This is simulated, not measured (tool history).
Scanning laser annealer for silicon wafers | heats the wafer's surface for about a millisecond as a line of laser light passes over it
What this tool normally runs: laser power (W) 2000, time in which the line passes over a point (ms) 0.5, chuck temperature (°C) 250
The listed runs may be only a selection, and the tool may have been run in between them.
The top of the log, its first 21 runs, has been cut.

| run | hour | laser power (W) | time in which the line passes over a point (ms) | chuck temperature (°C) | highest temperature of the surface (°C) |
|---|---|---|---|---|---|
| 22 | 241.4 | 2077 | 0.5 | 282 | 1109 |
| 23 | 256.4 | 2077 | 0.5 | 282 | 1109 |
| 24 | 264.8 | 1865 | 0.554 | 246 | 998 |
| 25 | 281.2 | 2059 | 0.376 | 250 | 962 |
| 26 | 294.4 | 2059 | 0.376 | 250 | 966 |
| 27 | 303.2 | 2059 | 0.376 | 250 | 964 |
| 28 | 310.7 | 1830 | 0.502 | 228 | 926 |
| 29 | 325.1 | 1830 | 0.502 | 228 | 925 |
| 30 | 334.2 | 1727 | 0.485 | 233 | 869 |
| 31 | 345 | 1727 | 0.485 | 233 | 869 |
| 32 | 358.5 | 1727 | 0.421 | 233 | 830 |
| 33 | 366.5 | 1981 | 0.439 | 234 | 964 |
| 34 | 382.5 | 1981 | 0.439 | 234 | 961 |
|  | 390 | window over the wafer cleaned |
| 35 | 392.1 | 1981 | 0.439 | 234 | 964 |
| 36 | 399.5 | 1991 | 0.547 | 246 | 1060 |
| 37 | 407.4 | 2118 | 0.426 | 250 | 1036 |
| 38 | 421.5 | 1793 | 0.445 | 217 | 863 |
| 39 | 431.8 | 1998 | 0.5 | 229 | 1012 |
| 40 | 446.9 | 2047 | 0.487 | 278 | 1079 |

4 options for the next run, each taken on its own from the tool as it stands now. Forecast them:
| A | 456.4 | 1737 | 0.499 | 212 | ? |
| B | 456.4 | 1816 | 0.351 | 250 | ? |
| C | 456.4 | 2047 | 0.499 | 285 | ? |
| D | 456.4 | 1796 | 0.456 | 266 | ? |

| run | highest temperature of the surface (°C) |
|---|---|
| A | 864 |
| B | 836 |
| C | 1091 |
| D | 918 |
Without the tool's unlogged condition, the same runs would have read:
| run | highest temperature of the surface (°C) |
|---|---|
| A | 864 |
| B | 836 |
| C | 1092 |
| D | 918 |
